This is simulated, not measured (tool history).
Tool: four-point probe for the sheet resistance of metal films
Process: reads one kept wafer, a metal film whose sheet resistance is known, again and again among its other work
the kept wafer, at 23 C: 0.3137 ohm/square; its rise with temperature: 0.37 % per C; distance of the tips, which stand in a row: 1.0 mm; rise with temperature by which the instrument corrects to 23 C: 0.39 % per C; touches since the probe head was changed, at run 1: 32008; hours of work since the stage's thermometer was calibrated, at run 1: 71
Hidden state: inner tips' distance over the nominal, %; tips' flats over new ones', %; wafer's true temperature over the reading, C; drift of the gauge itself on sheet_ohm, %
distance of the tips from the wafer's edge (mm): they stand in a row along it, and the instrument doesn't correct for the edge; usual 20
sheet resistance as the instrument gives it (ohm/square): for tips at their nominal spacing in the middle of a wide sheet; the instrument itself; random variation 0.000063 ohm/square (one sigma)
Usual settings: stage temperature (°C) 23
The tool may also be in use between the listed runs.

| run | hour | stage temperature (°C) | distance of the tips from the wafer's edge (mm) | touches since the probe head was changed | hours of work since the stage's thermometer was calibrated | sheet resistance as the instrument gives it (ohm/square) |
|---|---|---|---|---|---|---|
| 1 | 0 | 23 | 20 | 32008 | 71 | 0.315122 |
| 2 | 15.9 | 32 | 20 | 32745 | 80 | 0.31466 |
| 3 | 31.1 | 32 | 20 | 33449 | 89 | 0.314638 |
| 4 | 45 | 32 | 20 | 34095 | 97 | 0.314725 |
| 5 | 66 | 32 | 20 | 35069 | 109 | 0.314532 |
| 6 | 79.5 | 32 | 20 | 35695 | 117 | 0.314504 |
| 7 | 95.1 | 32 | 29 | 36415 | 126 | 0.314398 |
| 8 | 112.8 | 32 | 29 | 37237 | 136 | 0.314446 |
| 9 | 128 | 23 | 57 | 37944 | 145 | 0.314731 |
| 10 | 138.5 | 23 | 57 | 38431 | 151 | 0.314711 |
| 11 | 152.1 | 23 | 57 | 39058 | 159 | 0.31485 |
| 12 | 169.2 | 23 | 20 | 39851 | 169 | 0.315227 |
| 13 | 191.1 | 25 | 24 | 40870 | 182 | 0.315016 |
| 14 | 209.8 | 24 | 21 | 41733 | 192 | 0.315239 |
| 15 | 233 | 24 | 10 | 42809 | 206 | 0.316467 |
| 16 | 243.5 | 33 | 4 | 43297 | 212 | 0.324521 |
| 17 | 259 | 34 | 11 | 44019 | 221 | 0.315547 |
| 18 | 269.5 | 28 | 16 | 44502 | 227 | 0.315152 |
| 19 | 284.3 | 30 | 65 | 45190 | 236 | 0.314453 |
| 20 | 304.9 | 20 | 20 | 46144 | 248 | 0.315466 |
| 21 | 326.3 | 25 | 3 | 47136 | 260 | 0.332332 |
| 22 | 348.1 | 28 | 7 | 48147 | 273 | 0.318036 |
| 23 | 360.4 | 23 | 13 | 48719 | 280 | 0.315909 |
| 24 | 384.2 | 23 | 7 | 49820 | 294 | 0.318355 |

The same runs without the tool's hidden state, with the same run-to-run variation:
| run | sheet resistance as the instrument gives it (ohm/square) |
|---|---|
| 1 | 0.314163 |
| 2 | 0.313691 |
| 3 | 0.31366 |
| 4 | 0.313737 |
| 5 | 0.313531 |
| 6 | 0.313494 |
| 7 | 0.313379 |
| 8 | 0.313414 |
| 9 | 0.313688 |
| 10 | 0.31366 |
| 11 | 0.31379 |
| 12 | 0.314154 |
| 13 | 0.313928 |
| 14 | 0.314138 |
| 15 | 0.315345 |
| 16 | 0.323366 |
| 17 | 0.314412 |
| 18 | 0.314011 |
| 19 | 0.313304 |
| 20 | 0.314297 |
| 21 | 0.331092 |
| 22 | 0.316829 |
| 23 | 0.3147 |
| 24 | 0.317121 |
